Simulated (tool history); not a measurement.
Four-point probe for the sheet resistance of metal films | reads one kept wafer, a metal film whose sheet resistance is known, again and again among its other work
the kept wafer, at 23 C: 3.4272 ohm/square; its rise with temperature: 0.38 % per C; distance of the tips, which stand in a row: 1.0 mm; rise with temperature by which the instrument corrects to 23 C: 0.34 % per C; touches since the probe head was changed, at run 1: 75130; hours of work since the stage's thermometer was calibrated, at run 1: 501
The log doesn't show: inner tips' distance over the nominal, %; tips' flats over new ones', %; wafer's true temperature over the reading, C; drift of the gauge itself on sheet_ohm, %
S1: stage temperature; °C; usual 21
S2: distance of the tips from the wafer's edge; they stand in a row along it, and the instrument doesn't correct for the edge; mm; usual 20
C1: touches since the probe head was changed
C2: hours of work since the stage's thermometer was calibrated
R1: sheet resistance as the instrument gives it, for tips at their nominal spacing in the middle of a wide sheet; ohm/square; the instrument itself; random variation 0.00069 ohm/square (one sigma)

run	hour	S1	S2	C1	C2	R1
1	0	21	20	75130	501	3.430807
2	12.2	21	20	75686	510	3.429896
3	26.8	21	20	76347	521	3.429302
4	43.1	23	20	77087	533	3.431734
5	53	21	20	77535	540	3.430142
6	66.2	25	20	78133	549	3.435715
7	84.7	25	20	78975	563	3.433978
8	93.5	25	20	79375	570	3.435256
9	108.6	25	20	80060	581	3.434802
10	116.9	21	55	80436	587	3.424325
11	132.1	21	55	81128	598	3.424415
12	149.1	21	55	81899	610	3.425022
13	166.4	30	11	82684	623	3.45296

Run 14 comes next. What will it give?
14	182.3	32	49	83405	635	?

Run 14 gave R1 3.441191 ohm/square.
Without the tool's hidden state the same run would have given R1 3.440878 ohm/square.
